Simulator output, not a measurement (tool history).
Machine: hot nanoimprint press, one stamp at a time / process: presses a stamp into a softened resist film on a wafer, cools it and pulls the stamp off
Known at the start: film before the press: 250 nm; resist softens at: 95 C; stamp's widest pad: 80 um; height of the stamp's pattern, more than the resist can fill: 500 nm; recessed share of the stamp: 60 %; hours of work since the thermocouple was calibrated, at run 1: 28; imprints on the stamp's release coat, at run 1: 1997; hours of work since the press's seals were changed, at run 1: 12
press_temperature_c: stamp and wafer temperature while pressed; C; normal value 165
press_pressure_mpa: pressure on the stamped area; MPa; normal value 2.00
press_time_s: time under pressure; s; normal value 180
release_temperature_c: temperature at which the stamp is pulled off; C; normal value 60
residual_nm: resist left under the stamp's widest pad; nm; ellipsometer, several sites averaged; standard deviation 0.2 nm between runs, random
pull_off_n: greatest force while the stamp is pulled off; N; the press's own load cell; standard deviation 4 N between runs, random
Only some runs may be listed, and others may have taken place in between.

run   hour  press_temperature_c  press_pressure_mpa  press_time_s  release_temperature_c  hours of work since the thermocouple was calibrated  imprints on the stamp's release coat  hours of work since the press's seals were changed  residual_nm  pull_off_n
  1    0.0                  165                2.00           180                     60                                                   28                                  1997                                                  12        138.7         237
  2   21.3                  165                2.00           180                     60                                                   40                                  2036                                                  23        139.0         236
  3   44.0                  165                2.00           180                     60                                                   53                                  2077                                                  36        138.5         233
  4   67.7                  165                1.61           180                     60                                                   66                                  2119                                                  49        153.9         234
      84.9  -- stamp cleaned and given a new release coat
  5  107.0                  165                2.00           180                     60                                                   84                                    39                                                  68        138.6         232
  6  141.0                  165                2.00           180                     60                                                  103                                   101                                                  86        138.5         229
  7  169.0                  165                2.00           180                     60                                                  118                                   151                                                 102        138.5         232
  8  202.6                  165                2.00           180                     60                                                  137                                   212                                                 120        137.9         235
  9  225.7                  165                2.00           180                     60                                                  150                                   254                                                 133        137.7         232
 10  250.7                  165                2.00           194                     60                                                  164                                   299                                                 147        134.5         226
 11  280.7                  165                2.00           180                     60                                                  180                                   353                                                 164        137.6         231
 12  309.9                  165                2.00           180                     60                                                  196                                   406                                                 180        137.6         225
 13  332.8                  165                2.00           180                     54                                                  209                                   447                                                 192        137.7         254
 14  358.2                  168                2.00           180                     54                                                  223                                   493                                                 206        128.2         244
 15  384.3                  172                2.00           168                     60                                                  237                                   540                                                 221        119.5         231
     404.0  -- gauge calibrated
 16  420.6                  156                2.00           168                     48                                                  258                                   606                                                 241        172.3         248
 17  456.4                  165                2.67           267                     60                                                  277                                   671                                                 261        104.8         229
 18  486.1                  168                3.15           355                     45                                                  294                                   724                                                 277         79.4         255
 19  513.0                  168                3.15           355                     45                                                  309                                   773                                                 292         79.5         252
 20  533.5                  173                2.79           129                     51                                                  320                                   810                                                 303        106.6         235
 21  564.4                  165                2.00           218                     63                                                  337                                   866                                                 320        130.5         230
 22  583.0                  166                2.00           268                     60                                                  347                                   899                                                 331        119.5         233

4 options for the next run, each taken on its own from the tool as it stands now. Forecast them:
  A  601.9                  165                2.00           258                     60                                                  358                                   933                                                 341            ?           ?
  B  601.9                  166                2.18           268                     60                                                  358                                   933                                                 341            ?           ?
  C  601.9                  166                2.22           127                     60                                                  358                                   933                                                 341            ?           ?
  D  601.9                  155                1.45           177                     60                                                  358                                   933                                                 341            ?           ?

run  residual_nm  pull_off_n
  A        123.8         236
  B        113.8         227
  C        141.5         236
  D        193.1         229
Had the tool no hidden state, the same runs would have come out as:
run  residual_nm  pull_off_n
  A        124.6         235
  B        114.6         226
  C        142.4         235
  D        194.4         228

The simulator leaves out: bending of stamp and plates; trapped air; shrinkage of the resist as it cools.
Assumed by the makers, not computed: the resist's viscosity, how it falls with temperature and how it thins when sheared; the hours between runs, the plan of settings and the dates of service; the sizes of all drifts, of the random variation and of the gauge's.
